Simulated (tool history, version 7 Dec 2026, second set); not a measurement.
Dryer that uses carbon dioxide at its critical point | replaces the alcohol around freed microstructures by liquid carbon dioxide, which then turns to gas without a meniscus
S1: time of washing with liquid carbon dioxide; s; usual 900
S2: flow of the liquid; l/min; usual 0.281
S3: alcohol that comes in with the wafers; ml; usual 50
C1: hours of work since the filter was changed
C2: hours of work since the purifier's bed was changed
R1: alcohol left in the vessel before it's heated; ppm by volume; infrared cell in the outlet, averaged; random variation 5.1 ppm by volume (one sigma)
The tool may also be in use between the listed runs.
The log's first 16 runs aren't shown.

{"run": 17, "hour": 288.5, "S1": 1140, "S2": 0.281, "S3": 50, "C1": 51, "C2": 151, "R1": 64}
{"run": 18, "hour": 301.5, "S1": 1140, "S2": 0.281, "S3": 50, "C1": 58, "C2": 158, "R1": 89}
{"run": 19, "hour": 322.9, "S1": 1380, "S2": 0.281, "S3": 31, "C1": 70, "C2": 170, "R1": 77}
{"run": 20, "hour": 338.0, "S1": 780, "S2": 0.17, "S3": 31, "C1": 78, "C2": 178, "R1": 1441}
{"run": 21, "hour": 355.9, "S1": 780, "S2": 0.17, "S3": 31, "C1": 88, "C2": 188, "R1": 1519}
{"run": 22, "hour": 370.6, "S1": 780, "S2": 0.17, "S3": 31, "C1": 96, "C2": 197, "R1": 1558}
{"run": 23, "hour": 382.6, "S1": 780, "S2": 0.17, "S3": 31, "C1": 103, "C2": 203, "R1": 1579}
{"run": 24, "hour": 407.9, "S1": 780, "S2": 0.17, "S3": 31, "C1": 117, "C2": 217, "R1": 1689}
{"run": 25, "hour": 418.4, "S1": 900, "S2": 0.281, "S3": 25, "C1": 123, "C2": 223, "R1": 150}
{"run": 26, "hour": 436.0, "S1": 900, "S2": 0.281, "S3": 25, "C1": 133, "C2": 233, "R1": 156}
{"run": 27, "hour": 460.3, "S1": 1140, "S2": 0.281, "S3": 39, "C1": 146, "C2": 246, "R1": 128}
{"run": 28, "hour": 473.1, "S1": 900, "S2": 0.2, "S3": 31, "C1": 153, "C2": 253, "R1": 627}
{"hour": 485.8, "done": "inlet filter changed"}
{"run": 29, "hour": 487.8, "S1": 840, "S2": 0.334, "S3": 50, "C1": 1, "C2": 261, "R1": 131}
{"run": 30, "hour": 500.9, "S1": 660, "S2": 0.355, "S3": 50, "C1": 8, "C2": 268, "R1": 224}
{"run": 31, "hour": 519.6, "S1": 660, "S2": 0.355, "S3": 50, "C1": 19, "C2": 279, "R1": 229}
{"run": 32, "hour": 536.9, "S1": 660, "S2": 0.355, "S3": 50, "C1": 28, "C2": 288, "R1": 257}
{"run": 33, "hour": 556.6, "S1": 1080, "S2": 0.32, "S3": 82, "C1": 39, "C2": 299, "R1": 148}
{"run": 34, "hour": 569.1, "S1": 1200, "S2": 0.185, "S3": 82, "C1": 46, "C2": 306, "R1": 394}
{"run": 35, "hour": 590.9, "S1": 900, "S2": 0.281, "S3": 32, "C1": 58, "C2": 318, "R1": 188}

3 ways to go on from here, each from the tool as it stands after run 35. What would each give?
{"run": "A", "hour": 608.0, "S1": 660, "S2": 0.262, "S3": 30, "C1": 68, "C2": 328, "R1": "?"}
{"run": "B", "hour": 608.0, "S1": 1020, "S2": 0.382, "S3": 32, "C1": 68, "C2": 328, "R1": "?"}
{"run": "C", "hour": 608.0, "S1": 900, "S2": 0.198, "S3": 39, "C1": 68, "C2": 328, "R1": "?"}

run=A R1=607
run=B R1=148
run=C R1=640
Without the tool's hidden state the same runs would have given:
run=A R1=353
run=B R1=9
run=C R1=375

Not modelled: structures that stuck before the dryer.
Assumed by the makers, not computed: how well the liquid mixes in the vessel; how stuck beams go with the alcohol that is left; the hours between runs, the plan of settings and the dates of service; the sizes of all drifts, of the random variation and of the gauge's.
